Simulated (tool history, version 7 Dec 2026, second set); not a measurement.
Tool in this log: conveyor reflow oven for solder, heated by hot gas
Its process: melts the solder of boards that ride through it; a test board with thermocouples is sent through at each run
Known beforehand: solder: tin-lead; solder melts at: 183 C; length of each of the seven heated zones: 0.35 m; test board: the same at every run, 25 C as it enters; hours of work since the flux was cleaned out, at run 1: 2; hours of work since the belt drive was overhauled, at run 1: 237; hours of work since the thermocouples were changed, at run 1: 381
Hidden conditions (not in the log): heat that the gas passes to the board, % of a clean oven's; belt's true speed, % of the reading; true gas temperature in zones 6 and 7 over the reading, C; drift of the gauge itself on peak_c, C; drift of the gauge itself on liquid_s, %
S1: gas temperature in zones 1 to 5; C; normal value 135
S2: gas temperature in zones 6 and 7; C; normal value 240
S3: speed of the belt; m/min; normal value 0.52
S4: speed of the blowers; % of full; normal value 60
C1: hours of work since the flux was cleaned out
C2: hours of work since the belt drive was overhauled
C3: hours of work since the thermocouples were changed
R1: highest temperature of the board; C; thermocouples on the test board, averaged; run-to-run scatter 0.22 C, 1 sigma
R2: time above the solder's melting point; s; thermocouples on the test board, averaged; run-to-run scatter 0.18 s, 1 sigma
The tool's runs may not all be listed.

run,hour,S1,S2,S3,S4,C1,C2,C3,R1,R2
1,0,135,240,0.52,60,2,237,381,224.9,65.7
2,35.2,135,240,0.52,60,28,263,407,224.8,65.7
3,58.8,135,240,0.52,60,45,280,424,225,65.5
4,80.4,135,240,0.52,50,61,296,440,221,62.4
5,118.7,135,240,0.52,76,89,324,468,229.5,68.9
6,139.6,135,240,0.52,60,104,339,483,224.8,65.8
7,164.5,135,240,0.52,60,122,357,501,224.9,65.7
8,189.5,135,240,0.52,60,140,376,519,224.5,65.6
9,227.7,135,228,0.52,60,168,403,547,214.2,57.4
10,266.1,135,240,0.52,60,196,432,575,225,65.6
11,293.8,135,240,0.52,60,216,452,595,224.5,65.5
12,323.1,135,240,0.52,60,238,473,617,224.8,65.4
13,359.6,135,236,0.52,60,264,500,643,221.1,63.3
14,397.2,135,240,0.52,58,292,527,671,224.2,64.7
15,434.1,135,240,0.52,58,319,554,698,224.2,64.9
16,472,135,240,0.52,58,346,582,725,224.2,64.9
17,492,135,240,0.52,58,361,596,740,224.1,64.9
18,509.7,127,230,0.571,74,374,609,753,215.6,51.5
19,539.8,127,230,0.571,74,396,631,775,215.8,51.7
20,566.7,127,230,0.571,74,415,651,794,216,51.6
21,585.9,138,232,0.571,74,429,665,808,219.4,57.5
# hour 600.4: flux residue cleaned out of gas plates and filters
22,627.4,131,254,0.493,78,20,691,835,243.9,79.1
23,646.9,135,229,0.52,60,34,706,849,215,58.2
24,683.7,143,253,0.52,60,61,732,876,237.9,76
25,706.4,135,248,0.52,60,77,749,893,232,70.1
# hour 725.6: belt drive overhauled, speed set with a stopwatch
26,747.7,132,248,0.511,60,105,16,920,232.6,70.3
27,782.3,136,240,0.52,63,130,41,945,226.1,66.6
28,811,148,246,0.52,64,151,62,966,233.8,75.5
29,836.9,150,246,0.483,81,170,81,985,239.4,84
30,858.6,140,237,0.596,59,185,97,1001,218,53.9

Entry by entry between the runs, the difference in hidden state between the last listed run before and the first listed run after:
Run 21 -> run 22: flux residue cleaned out of gas plates and filters (hour 600.4)
  heat that the gas passes to the board, % of a clean oven's: 99.4 -> 100
Run 25 -> run 26: belt drive overhauled, speed set with a stopwatch (hour 725.6)
  heat that the gas passes to the board, % of a clean oven's: 99.9 -> 99.8; belt's true speed, % of the reading: 99.95 -> 100

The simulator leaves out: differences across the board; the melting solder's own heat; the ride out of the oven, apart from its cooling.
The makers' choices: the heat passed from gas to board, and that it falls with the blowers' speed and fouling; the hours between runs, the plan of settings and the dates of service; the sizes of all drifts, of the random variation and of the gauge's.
